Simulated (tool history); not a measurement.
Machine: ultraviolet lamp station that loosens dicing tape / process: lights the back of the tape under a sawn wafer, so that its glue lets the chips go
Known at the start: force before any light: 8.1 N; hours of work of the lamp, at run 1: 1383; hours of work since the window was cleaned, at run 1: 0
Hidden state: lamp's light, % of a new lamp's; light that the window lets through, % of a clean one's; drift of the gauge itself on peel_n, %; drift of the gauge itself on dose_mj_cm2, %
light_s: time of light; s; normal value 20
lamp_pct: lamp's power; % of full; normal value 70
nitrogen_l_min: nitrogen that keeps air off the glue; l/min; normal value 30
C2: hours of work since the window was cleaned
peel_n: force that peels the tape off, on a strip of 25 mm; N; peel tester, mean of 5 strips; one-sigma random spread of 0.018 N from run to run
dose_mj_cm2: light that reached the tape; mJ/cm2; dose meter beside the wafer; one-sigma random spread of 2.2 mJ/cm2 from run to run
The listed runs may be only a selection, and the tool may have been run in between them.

{"run": 1, "hour": 0.0, "light_s": 20, "lamp_pct": 70, "nitrogen_l_min": 30, "hours of work of the lamp": 1383, "C2": 0, "peel_n": 1.94, "dose_mj_cm2": 117}
{"run": 2, "hour": 42.9, "light_s": 20, "lamp_pct": 70, "nitrogen_l_min": 30, "hours of work of the lamp": 1403, "C2": 20, "peel_n": 1.944, "dose_mj_cm2": 113}
{"run": 3, "hour": 110.4, "light_s": 20, "lamp_pct": 70, "nitrogen_l_min": 30, "hours of work of the lamp": 1434, "C2": 52, "peel_n": 2.01, "dose_mj_cm2": 110}
{"run": 4, "hour": 167.2, "light_s": 20, "lamp_pct": 70, "nitrogen_l_min": 30, "hours of work of the lamp": 1461, "C2": 78, "peel_n": 2.175, "dose_mj_cm2": 108}
{"run": 5, "hour": 233.5, "light_s": 19, "lamp_pct": 70, "nitrogen_l_min": 30, "hours of work of the lamp": 1492, "C2": 109, "peel_n": 2.217, "dose_mj_cm2": 103}
{"run": 6, "hour": 311.3, "light_s": 15, "lamp_pct": 70, "nitrogen_l_min": 30, "hours of work of the lamp": 1528, "C2": 145, "peel_n": 3.127, "dose_mj_cm2": 77}
{"run": 7, "hour": 354.4, "light_s": 15, "lamp_pct": 70, "nitrogen_l_min": 30, "hours of work of the lamp": 1548, "C2": 166, "peel_n": 3.078, "dose_mj_cm2": 76}
{"run": 8, "hour": 411.0, "light_s": 12, "lamp_pct": 70, "nitrogen_l_min": 30, "hours of work of the lamp": 1575, "C2": 192, "peel_n": 3.976, "dose_mj_cm2": 59}
{"run": 9, "hour": 461.8, "light_s": 12, "lamp_pct": 70, "nitrogen_l_min": 30, "hours of work of the lamp": 1599, "C2": 216, "peel_n": 4.004, "dose_mj_cm2": 55}
{"hour": 500.0, "done": "window cleaned of glue's vapour"}
{"run": 10, "hour": 518.1, "light_s": 12, "lamp_pct": 70, "nitrogen_l_min": 30, "hours of work of the lamp": 1625, "C2": 8, "peel_n": 3.618, "dose_mj_cm2": 62}
{"hour": 535.6, "done": "lamp changed"}
{"run": 11, "hour": 583.7, "light_s": 12, "lamp_pct": 88, "nitrogen_l_min": 30, "hours of work of the lamp": 22, "C2": 39, "peel_n": 1.586, "dose_mj_cm2": 129}
{"run": 12, "hour": 651.1, "light_s": 12, "lamp_pct": 70, "nitrogen_l_min": 30, "hours of work of the lamp": 54, "C2": 70, "peel_n": 2.363, "dose_mj_cm2": 98}
{"run": 13, "hour": 703.5, "light_s": 12, "lamp_pct": 70, "nitrogen_l_min": 30, "hours of work of the lamp": 78, "C2": 95, "peel_n": 2.279, "dose_mj_cm2": 100}
{"run": 14, "hour": 743.4, "light_s": 12, "lamp_pct": 70, "nitrogen_l_min": 30, "hours of work of the lamp": 97, "C2": 113, "peel_n": 2.416, "dose_mj_cm2": 96}
{"run": 15, "hour": 797.4, "light_s": 20, "lamp_pct": 70, "nitrogen_l_min": 15, "hours of work of the lamp": 122, "C2": 138, "peel_n": 1.787, "dose_mj_cm2": 156}
{"run": 16, "hour": 862.2, "light_s": 20, "lamp_pct": 70, "nitrogen_l_min": 15, "hours of work of the lamp": 153, "C2": 169, "peel_n": 1.832, "dose_mj_cm2": 154}
{"run": 17, "hour": 903.6, "light_s": 20, "lamp_pct": 70, "nitrogen_l_min": 30, "hours of work of the lamp": 172, "C2": 188, "peel_n": 1.189, "dose_mj_cm2": 156}
{"run": 18, "hour": 960.0, "light_s": 20, "lamp_pct": 70, "nitrogen_l_min": 30, "hours of work of the lamp": 198, "C2": 214, "peel_n": 1.282, "dose_mj_cm2": 152}
{"run": 19, "hour": 997.8, "light_s": 20, "lamp_pct": 70, "nitrogen_l_min": 30, "hours of work of the lamp": 216, "C2": 232, "peel_n": 1.25, "dose_mj_cm2": 147}
{"hour": 1002.9, "done": "window cleaned of glue's vapour"}
{"run": 20, "hour": 1053.6, "light_s": 20, "lamp_pct": 70, "nitrogen_l_min": 30, "hours of work of the lamp": 242, "C2": 24, "peel_n": 1.039, "dose_mj_cm2": 169}
{"run": 21, "hour": 1113.1, "light_s": 14, "lamp_pct": 70, "nitrogen_l_min": 30, "hours of work of the lamp": 270, "C2": 51, "peel_n": 2.042, "dose_mj_cm2": 114}
{"run": 22, "hour": 1181.2, "light_s": 14, "lamp_pct": 70, "nitrogen_l_min": 30, "hours of work of the lamp": 301, "C2": 83, "peel_n": 2.063, "dose_mj_cm2": 113}
{"run": 23, "hour": 1231.3, "light_s": 20, "lamp_pct": 63, "nitrogen_l_min": 46, "hours of work of the lamp": 325, "C2": 107, "peel_n": 1.076, "dose_mj_cm2": 140}
{"run": 24, "hour": 1275.3, "light_s": 15, "lamp_pct": 75, "nitrogen_l_min": 59, "hours of work of the lamp": 345, "C2": 127, "peel_n": 1.194, "dose_mj_cm2": 126}
{"run": 25, "hour": 1329.2, "light_s": 28, "lamp_pct": 85, "nitrogen_l_min": 10, "hours of work of the lamp": 371, "C2": 152, "peel_n": 1.107, "dose_mj_cm2": 252}
{"run": 26, "hour": 1393.8, "light_s": 28, "lamp_pct": 85, "nitrogen_l_min": 10, "hours of work of the lamp": 401, "C2": 183, "peel_n": 1.131, "dose_mj_cm2": 248}
{"run": 27, "hour": 1444.7, "light_s": 28, "lamp_pct": 96, "nitrogen_l_min": 42, "hours of work of the lamp": 425, "C2": 206, "peel_n": 0.21, "dose_mj_cm2": 273}
{"hour": 1501.6, "done": "window cleaned of glue's vapour"}
{"run": 28, "hour": 1518.1, "light_s": 28, "lamp_pct": 96, "nitrogen_l_min": 42, "hours of work of the lamp": 459, "C2": 8, "peel_n": 0.179, "dose_mj_cm2": 305}
{"run": 29, "hour": 1589.0, "light_s": 17, "lamp_pct": 88, "nitrogen_l_min": 33, "hours of work of the lamp": 492, "C2": 41, "peel_n": 0.993, "dose_mj_cm2": 167}
{"run": 30, "hour": 1650.1, "light_s": 17, "lamp_pct": 65, "nitrogen_l_min": 33, "hours of work of the lamp": 520, "C2": 69, "peel_n": 1.774, "dose_mj_cm2": 119}
{"run": 31, "hour": 1708.6, "light_s": 20, "lamp_pct": 66, "nitrogen_l_min": 34, "hours of work of the lamp": 548, "C2": 97, "peel_n": 1.424, "dose_mj_cm2": 139}
{"run": 32, "hour": 1753.0, "light_s": 20, "lamp_pct": 66, "nitrogen_l_min": 34, "hours of work of the lamp": 568, "C2": 117, "peel_n": 1.394, "dose_mj_cm2": 135}
{"run": 33, "hour": 1801.3, "light_s": 32, "lamp_pct": 92, "nitrogen_l_min": 44, "hours of work of the lamp": 591, "C2": 140, "peel_n": 0.159, "dose_mj_cm2": 308}
{"run": 34, "hour": 1849.4, "light_s": 32, "lamp_pct": 92, "nitrogen_l_min": 44, "hours of work of the lamp": 613, "C2": 163, "peel_n": 0.179, "dose_mj_cm2": 294}
{"run": 35, "hour": 1906.5, "light_s": 25, "lamp_pct": 92, "nitrogen_l_min": 16, "hours of work of the lamp": 640, "C2": 189, "peel_n": 0.939, "dose_mj_cm2": 223}
{"run": 36, "hour": 1955.8, "light_s": 38, "lamp_pct": 68, "nitrogen_l_min": 59, "hours of work of the lamp": 663, "C2": 212, "peel_n": 0.226, "dose_mj_cm2": 245}
{"run": 37, "hour": 1990.9, "light_s": 28, "lamp_pct": 75, "nitrogen_l_min": 44, "hours of work of the lamp": 680, "C2": 229, "peel_n": 0.514, "dose_mj_cm2": 191}
{"hour": 2000.1, "done": "window cleaned of glue's vapour"}
{"run": 38, "hour": 2067.5, "light_s": 15, "lamp_pct": 92, "nitrogen_l_min": 30, "hours of work of the lamp": 715, "C2": 31, "peel_n": 1.323, "dose_mj_cm2": 143}

The logged runs with the hidden state left out (each run's random variation unchanged):
run=1 peel_n=0.896 dose_mj_cm2=181
run=2 peel_n=0.871 dose_mj_cm2=179
run=3 peel_n=0.869 dose_mj_cm2=178
run=4 peel_n=0.917 dose_mj_cm2=180
run=5 peel_n=0.939 dose_mj_cm2=174
run=6 peel_n=1.523 dose_mj_cm2=135
run=7 peel_n=1.466 dose_mj_cm2=136
run=8 peel_n=2.154 dose_mj_cm2=108
run=9 peel_n=2.135 dose_mj_cm2=106
run=10 peel_n=2.073 dose_mj_cm2=106
run=11 peel_n=1.485 dose_mj_cm2=134
run=12 peel_n=2.178 dose_mj_cm2=105
run=13 peel_n=2.055 dose_mj_cm2=108
run=14 peel_n=2.142 dose_mj_cm2=106
run=15 peel_n=1.494 dose_mj_cm2=175
run=16 peel_n=1.481 dose_mj_cm2=177
run=17 peel_n=0.876 dose_mj_cm2=182
run=18 peel_n=0.911 dose_mj_cm2=181
run=19 peel_n=0.864 dose_mj_cm2=178
run=20 peel_n=0.873 dose_mj_cm2=184
run=21 peel_n=1.747 dose_mj_cm2=127
run=22 peel_n=1.710 dose_mj_cm2=128
run=23 peel_n=0.792 dose_mj_cm2=162
run=24 peel_n=0.858 dose_mj_cm2=148
run=25 peel_n=0.748 dose_mj_cm2=304
run=26 peel_n=0.731 dose_mj_cm2=305
run=27 peel_n=0.109 dose_mj_cm2=343
run=28 peel_n=0.127 dose_mj_cm2=349
run=29 peel_n=0.701 dose_mj_cm2=196
run=30 peel_n=1.317 dose_mj_cm2=143
run=31 peel_n=0.965 dose_mj_cm2=170
run=32 peel_n=0.916 dose_mj_cm2=168
run=33 peel_n=0.087 dose_mj_cm2=389
run=34 peel_n=0.095 dose_mj_cm2=379
run=35 peel_n=0.491 dose_mj_cm2=294
run=36 peel_n=0.107 dose_mj_cm2=330
run=37 peel_n=0.219 dose_mj_cm2=263
run=38 peel_n=0.886 dose_mj_cm2=175

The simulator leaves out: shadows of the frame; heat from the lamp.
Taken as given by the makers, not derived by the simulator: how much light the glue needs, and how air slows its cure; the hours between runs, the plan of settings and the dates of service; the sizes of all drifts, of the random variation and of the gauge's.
